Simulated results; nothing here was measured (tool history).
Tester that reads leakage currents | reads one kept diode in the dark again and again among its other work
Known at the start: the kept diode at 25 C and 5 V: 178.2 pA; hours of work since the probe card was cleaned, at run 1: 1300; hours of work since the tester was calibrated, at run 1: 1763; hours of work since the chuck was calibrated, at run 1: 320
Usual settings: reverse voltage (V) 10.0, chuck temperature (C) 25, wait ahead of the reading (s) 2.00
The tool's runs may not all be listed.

run     day  reverse voltage (V)  chuck temperature (C)  wait ahead of the reading (s)  hours of work since the probe card was cleaned  hours of work since the tester was calibrated  hours of work since the chuck was calibrated  current that the tester gives (pA)
  1   0.000                 10.0                     25                           2.00                                            1300                                           1763                                           320                              284.19
  2   2.288                 10.0                     25                           2.00                                            1326                                           1790                                           347                              283.96
  3   6.075                 10.0                     25                           2.00                                            1371                                           1835                                           392                              285.86
  4   8.542                 10.0                     25                           2.00                                            1400                                           1863                                           420                              286.66
  5  11.729                 10.0                     25                           2.00                                            1437                                           1901                                           458                              289.00
  6  15.008                 10.0                     25                           2.00                                            1475                                           1939                                           496                              290.27
  7  16.675                 10.0                     25                           2.00                                            1495                                           1959                                           516                              290.79
  8  18.733                 10.0                     25                           0.51                                            1519                                           1983                                           540                              294.75
  9  21.088                 10.0                     25                           0.51                                            1547                                           2010                                           567                              295.37
 10  23.088                 10.0                     25                           2.00                                            1570                                           2034                                           591                              295.01
 11  25.225                 10.0                     25                           2.00                                            1595                                           2059                                           616                              295.31
 12  28.683                 10.0                     25                           2.00                                            1635                                           2099                                           656                              296.47
 13  32.275                 10.0                     25                           2.00                                            1678                                           2141                                           698                              298.52
 14  34.738                 10.0                     25                           2.00                                            1706                                           2170                                           727                              298.74
 15  37.125                  6.9                     45                           0.64                                            1734                                           2198                                           755                             1080.16
 16  40.392                 11.1                     45                           5.35                                            1773                                           2236                                           793                             1433.15
 17  42.475                  1.4                     21                           5.45                                            1797                                           2261                                           818                               68.05
 18  45.750                  2.0                     55                           0.69                                            1835                                           2299                                           856                             1050.84
 19  49.692                  2.0                     55                           0.69                                            1881                                           2345                                           902                             1056.32
 20  51.488                  2.0                     55                           0.69                                            1902                                           2366                                           923                             1058.22
 21  54.350                  1.4                     29                           3.31                                            1936                                           2400                                           957                              131.96
 22  57.675                 10.0                     42                           2.00                                            1975                                           2439                                           996                             1114.15
 23  59.621                 10.9                     27                           0.41                                            1998                                           2462                                          1019                              387.26
 24  63.462                 10.4                     25                           2.00                                            2043                                           2507                                          1064                              319.48
     64.979  -- probe card cleaned and baked
 25  66.467                 10.4                     25                           2.00                                              17                                           2540                                          1097                              311.42
 26  70.279                 14.8                     33                           3.65                                              62                                           2585                                          1142                              720.51
 27  73.742                 14.8                     33                           3.65                                             103                                           2626                                          1183                              723.66
 28  76.121                  1.5                     33                           2.89                                             130                                           2653                                          1210                              190.46

Hidden state at the last listed run before each entry between runs and at the first one after, where it differs:
Between runs 24 and 25: probe card cleaned and baked (day 64.979)
  stray current of the dirty probe card, pA a volt: 1.029 -> 0.035; current scale over the true one, %: 0.71 -> 0.72; true chuck temperature over the reading, C: 1.41 -> 1.46
  measured less the result without the state, current that the tester gives (pA): +45.71 -> +36.78
